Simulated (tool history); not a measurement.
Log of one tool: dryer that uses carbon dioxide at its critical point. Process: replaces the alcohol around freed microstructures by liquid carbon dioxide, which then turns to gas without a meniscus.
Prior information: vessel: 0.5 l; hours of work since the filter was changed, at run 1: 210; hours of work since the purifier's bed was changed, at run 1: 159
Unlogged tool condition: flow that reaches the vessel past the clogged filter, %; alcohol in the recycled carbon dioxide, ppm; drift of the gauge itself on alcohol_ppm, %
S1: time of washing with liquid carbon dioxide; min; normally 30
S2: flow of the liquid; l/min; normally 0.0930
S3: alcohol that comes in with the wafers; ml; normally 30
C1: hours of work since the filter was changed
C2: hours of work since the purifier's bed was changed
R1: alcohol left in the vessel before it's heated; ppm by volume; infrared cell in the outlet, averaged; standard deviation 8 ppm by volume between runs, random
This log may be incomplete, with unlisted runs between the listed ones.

run	hour	S1	S2	S3	C1	C2	R1
1	0.0	30	0.0930	30	210	159	652
# hour 14.6: inlet filter changed
2	17.0	30	0.0930	30	2	171	434
3	29.7	30	0.0930	30	11	180	464
4	39.8	30	0.0930	30	19	188	466
5	49.8	30	0.0930	108	27	195	1563
6	66.6	30	0.0930	108	39	208	1610
7	85.0	30	0.0669	37	53	222	2442
8	99.1	34	0.0715	96	64	233	3083
9	106.8	34	0.0715	96	70	239	3184
10	115.1	34	0.0715	96	76	245	3144
11	131.9	39	0.1000	81	89	257	232
12	149.0	22	0.1027	20	102	270	864

Below are 5 alternative next runs, each starting from the tool's condition after run 12. Predict each:
A	159.7	38	0.1027	65	110	278	?
B	159.7	24	0.0578	59	110	278	?
C	159.7	28	0.1322	20	110	278	?
D	159.7	31	0.0626	35	110	278	?
E	159.7	25	0.0785	98	110	278	?

run	R1
A	191
B	12351
C	93
D	2865
E	7289
With no hidden state in the tool, these same runs would have given:
run	R1
A	111
B	10972
C	42
D	2407
E	6136
